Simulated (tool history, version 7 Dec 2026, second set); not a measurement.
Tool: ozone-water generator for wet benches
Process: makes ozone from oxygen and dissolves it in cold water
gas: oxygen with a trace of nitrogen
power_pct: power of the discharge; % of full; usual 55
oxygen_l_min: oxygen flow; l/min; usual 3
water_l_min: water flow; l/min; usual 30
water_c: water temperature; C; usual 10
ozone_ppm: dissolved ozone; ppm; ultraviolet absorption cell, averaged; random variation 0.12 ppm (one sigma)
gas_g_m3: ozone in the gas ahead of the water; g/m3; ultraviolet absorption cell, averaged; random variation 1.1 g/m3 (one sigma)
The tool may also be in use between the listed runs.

Run 1, hour 0: usual settings. Result: ozone_ppm 11.9 ppm, gas_g_m3 200.5 g/m3.
Run 2, hour 36.2: usual settings. Result: ozone_ppm 11.9 ppm, gas_g_m3 200.9 g/m3.
Run 3, hour 70.5: usual settings but water_c 5 C. Result: ozone_ppm 12.2 ppm, gas_g_m3 202.8 g/m3.
Run 4, hour 95.9: usual settings but water_c 5 C. Result: ozone_ppm 12.3 ppm, gas_g_m3 200.9 g/m3.
Run 5, hour 137.3: usual settings but water_c 5 C. Result: ozone_ppm 12.2 ppm, gas_g_m3 200.2 g/m3.
Run 6, hour 169.6: usual settings but water_c 5 C. Result: ozone_ppm 12.2 ppm, gas_g_m3 200.7 g/m3.
Run 7, hour 207.2: usual settings but water_l_min 26 l/min. Result: ozone_ppm 13.6 ppm, gas_g_m3 202 g/m3.
Run 8, hour 226.7: usual settings. Result: ozone_ppm 11.9 ppm, gas_g_m3 199.8 g/m3.
Run 9, hour 245.2: usual settings. Result: ozone_ppm 11.8 ppm, gas_g_m3 201 g/m3.
Run 10, hour 270.6: usual settings. Result: ozone_ppm 11.8 ppm, gas_g_m3 199.8 g/m3.
Run 11, hour 298.5: usual settings. Result: ozone_ppm 11.7 ppm, gas_g_m3 201.1 g/m3.
Run 12, hour 315.8: usual settings but water_l_min 24 l/min. Result: ozone_ppm 14.6 ppm, gas_g_m3 199.3 g/m3.
Run 13, hour 342.6: usual settings but water_l_min 24 l/min. Result: ozone_ppm 14.6 ppm, gas_g_m3 202.5 g/m3.
Run 14, hour 379.1: usual settings but water_l_min 24 l/min. Result: ozone_ppm 14.5 ppm, gas_g_m3 199.8 g/m3.
Run 15, hour 420.4: usual settings but oxygen_l_min 2.19 l/min. Result: ozone_ppm 10.1 ppm, gas_g_m3 221.6 g/m3.
Run 16, hour 445.8: usual settings. Result: ozone_ppm 11.9 ppm, gas_g_m3 202.3 g/m3.
Run 17, hour 487.5: usual settings. Result: ozone_ppm 11.8 ppm, gas_g_m3 198.8 g/m3.
Run 18, hour 511.1: usual settings but power_pct 61 % of full, water_l_min 26 l/min. Result: ozone_ppm 14.5 ppm, gas_g_m3 214.4 g/m3.
Run 19, hour 530.7: usual settings but water_c 7 C. Result: ozone_ppm 12 ppm, gas_g_m3 199.3 g/m3.
Run 20, hour 571.8: usual settings but power_pct 73 % of full, water_l_min 40 l/min. Result: ozone_ppm 10.9 ppm, gas_g_m3 246 g/m3.
Run 21, hour 610.8: usual settings but power_pct 53 % of full, oxygen_l_min 4.87 l/min, water_l_min 19 l/min, water_c 5 C. Result: ozone_ppm 21.7 ppm, gas_g_m3 165.3 g/m3.
Run 22, hour 650.1: usual settings but power_pct 62 % of full, oxygen_l_min 2.88 l/min, water_l_min 23 l/min, water_c 7 C. Result: ozone_ppm 16.6 ppm, gas_g_m3 219.8 g/m3.
Run 23, hour 682.9: usual settings but power_pct 87 % of full, oxygen_l_min 5.06 l/min. Result: ozone_ppm 20.5 ppm, gas_g_m3 235.6 g/m3.
Run 24, hour 720.3: usual settings but power_pct 87 % of full, oxygen_l_min 5.06 l/min. Result: ozone_ppm 20.4 ppm, gas_g_m3 235.5 g/m3.
Run 25, hour 749: usual settings but power_pct 51 % of full, water_c 18 C. Result: ozone_ppm 10.3 ppm, gas_g_m3 188.6 g/m3.
Run 26, hour 781.2: usual settings but power_pct 51 % of full, water_c 18 C. Result: ozone_ppm 10.4 ppm, gas_g_m3 187.5 g/m3.
Run 27, hour 815.7: usual settings but power_pct 59 % of full, oxygen_l_min 5 l/min, water_l_min 23 l/min. Result: ozone_ppm 19.2 ppm, gas_g_m3 178.2 g/m3.

Run 28 comes next. What will it give?
Run 28, hour 845.5: usual settings but power_pct 48 % of full, oxygen_l_min 3.94 l/min, water_l_min 41 l/min, water_c 13 C. Result: ozone_ppm ?, gas_g_m3 ?.

Run 28 gave ozone_ppm 8.5 ppm, gas_g_m3 165.5 g/m3.
Without the tool's hidden state the same run would have given ozone_ppm 9 ppm, gas_g_m3 168.5 g/m3.
